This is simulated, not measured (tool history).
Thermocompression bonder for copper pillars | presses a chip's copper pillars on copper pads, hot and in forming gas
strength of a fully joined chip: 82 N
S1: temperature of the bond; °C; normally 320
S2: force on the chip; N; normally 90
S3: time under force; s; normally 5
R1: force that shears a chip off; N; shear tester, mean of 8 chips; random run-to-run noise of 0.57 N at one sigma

{"run": 1, "hour": 0.0, "S1": 320, "S2": 90, "S3": 5, "R1": 30.2}
{"run": 2, "hour": 13.7, "S1": 320, "S2": 81, "S3": 5, "R1": 28}
{"run": 3, "hour": 21.7, "S1": 320, "S2": 81, "S3": 5, "R1": 27.3}
{"run": 4, "hour": 29.8, "S1": 320, "S2": 90, "S3": 5, "R1": 30.3}
{"run": 5, "hour": 37.3, "S1": 320, "S2": 90, "S3": 5, "R1": 30.2}
{"run": 6, "hour": 52.5, "S1": 320, "S2": 90, "S3": 5, "R1": 30.9}
{"run": 7, "hour": 68.8, "S1": 320, "S2": 90, "S3": 5, "R1": 29.4}
{"run": 8, "hour": 77.7, "S1": 320, "S2": 90, "S3": 5, "R1": 29.3}
{"run": 9, "hour": 90.3, "S1": 320, "S2": 90, "S3": 5, "R1": 30.1}
{"run": 10, "hour": 105.3, "S1": 320, "S2": 90, "S3": 5, "R1": 30.3}
{"hour": 112.6, "done": "forming gas filter changed"}
{"run": 11, "hour": 118.7, "S1": 337, "S2": 90, "S3": 5, "R1": 38.6}
{"run": 12, "hour": 127.8, "S1": 337, "S2": 90, "S3": 5, "R1": 39.4}
{"run": 13, "hour": 134.8, "S1": 320, "S2": 90, "S3": 5, "R1": 30.6}
{"hour": 137.9, "done": "force cell calibrated"}
{"run": 14, "hour": 150.8, "S1": 320, "S2": 90, "S3": 5, "R1": 30.4}
{"run": 15, "hour": 166.9, "S1": 320, "S2": 62, "S3": 5, "R1": 21.1}
{"run": 16, "hour": 177.0, "S1": 305, "S2": 116, "S3": 15, "R1": 46.3}
{"run": 17, "hour": 188.5, "S1": 320, "S2": 92, "S3": 5, "R1": 30.4}
{"hour": 197.1, "done": "force cell calibrated, once more"}
{"run": 18, "hour": 199.2, "S1": 303, "S2": 105, "S3": 13, "R1": 40}
{"run": 19, "hour": 210.3, "S1": 320, "S2": 109, "S3": 11, "R1": 47.8}
{"run": 20, "hour": 222.8, "S1": 320, "S2": 109, "S3": 11, "R1": 48}
{"run": 21, "hour": 233.0, "S1": 320, "S2": 70, "S3": 11, "R1": 32.9}
{"run": 22, "hour": 247.4, "S1": 299, "S2": 123, "S3": 4, "R1": 26.6}
{"run": 23, "hour": 263.6, "S1": 339, "S2": 79, "S3": 6, "R1": 36.8}
{"run": 24, "hour": 276.2, "S1": 300, "S2": 133, "S3": 5, "R1": 34}
{"run": 25, "hour": 289.4, "S1": 300, "S2": 133, "S3": 5, "R1": 33.8}
{"run": 26, "hour": 299.8, "S1": 295, "S2": 66, "S3": 5, "R1": 14.4}
{"run": 27, "hour": 311.3, "S1": 295, "S2": 63, "S3": 5, "R1": 14}

Alternative continuations, all from the tool just after run 27; predict every row:
{"run": "A", "hour": 323.6, "S1": 321, "S2": 128, "S3": 10, "R1": "?"}
{"run": "B", "hour": 323.6, "S1": 323, "S2": 91, "S3": 3, "R1": "?"}
{"run": "C", "hour": 323.6, "S1": 295, "S2": 58, "S3": 5, "R1": "?"}
{"run": "D", "hour": 323.6, "S1": 295, "S2": 56, "S3": 14, "R1": "?"}
{"run": "E", "hour": 323.6, "S1": 304, "S2": 100, "S3": 12, "R1": "?"}

run=A R1=52.8
run=B R1=25.8
run=C R1=13.5
run=D R1=19.6
run=E R1=37.8
With no hidden state in the tool, these same runs would have given:
run=A R1=55.7
run=B R1=27.6
run=C R1=14.6
run=D R1=21.1
run=E R1=40.4
